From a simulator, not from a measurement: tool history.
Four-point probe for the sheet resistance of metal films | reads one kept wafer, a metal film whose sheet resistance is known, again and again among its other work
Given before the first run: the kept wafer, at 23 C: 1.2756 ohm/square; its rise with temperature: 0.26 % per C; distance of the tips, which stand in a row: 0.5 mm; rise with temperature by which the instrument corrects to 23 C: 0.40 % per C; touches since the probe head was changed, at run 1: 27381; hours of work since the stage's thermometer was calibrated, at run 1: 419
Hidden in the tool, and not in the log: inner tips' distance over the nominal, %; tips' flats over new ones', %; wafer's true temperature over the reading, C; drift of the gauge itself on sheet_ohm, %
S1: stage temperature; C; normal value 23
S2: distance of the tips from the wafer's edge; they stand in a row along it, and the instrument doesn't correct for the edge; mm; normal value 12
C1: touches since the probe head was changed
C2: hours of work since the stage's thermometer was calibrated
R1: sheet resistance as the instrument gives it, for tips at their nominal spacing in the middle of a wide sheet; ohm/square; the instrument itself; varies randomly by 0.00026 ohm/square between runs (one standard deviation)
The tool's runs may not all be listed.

run,hour,S1,S2,C1,C2,R1
1,0.0,23,12,27381,419,1.274027
2,65.1,23,12,29890,452,1.273485
3,98.6,23,12,31177,469,1.273974
4,134.7,23,12,32569,487,1.274403
5,206.5,23,12,35333,524,1.274764
6,251.1,23,12,37050,547,1.274733
7,288.1,23,12,38473,565,1.274899
8,327.2,23,12,39982,585,1.274956
9,359.1,18,12,41210,602,1.283848
10,425.6,23,12,43769,635,1.274966
11,489.7,23,12,46236,668,1.275925
12,554.8,23,12,48743,701,1.275662
13,597.8,19,3,50398,723,1.300994
14,675.4,20,3,53389,762,1.299188
15,733.8,33,4,55638,792,1.268285
16,797.7,33,4,58099,825,1.268095
17,852.3,33,4,60201,852,1.269052
18,897.7,26,7,61950,875,1.273585
19,973.9,26,3,64883,914,1.288633
20,1048.1,27,40,67740,952,1.269011
21,1088.9,35,4,69312,973,1.265814
22,1163.5,20,24,72184,1011,1.282621
23,1213.2,19,9,74097,1036,1.285722
24,1256.3,19,9,75756,1058,1.286065

Alternative continuations, all from the tool just after run 24; predict every row:
A,1288.2,23,22,76987,1074,?
B,1288.2,19,62,76987,1074,?
C,1288.2,24,62,76987,1074,?
D,1288.2,32,15,76987,1074,?
E,1288.2,24,26,76987,1074,?

run,R1
A,1.277218
B,1.284178
C,1.274725
D,1.261393
E,1.275051
With no hidden state in the tool, these same runs would have given:
run,R1
A,1.276083
B,1.283050
C,1.273589
D,1.260245
E,1.273915
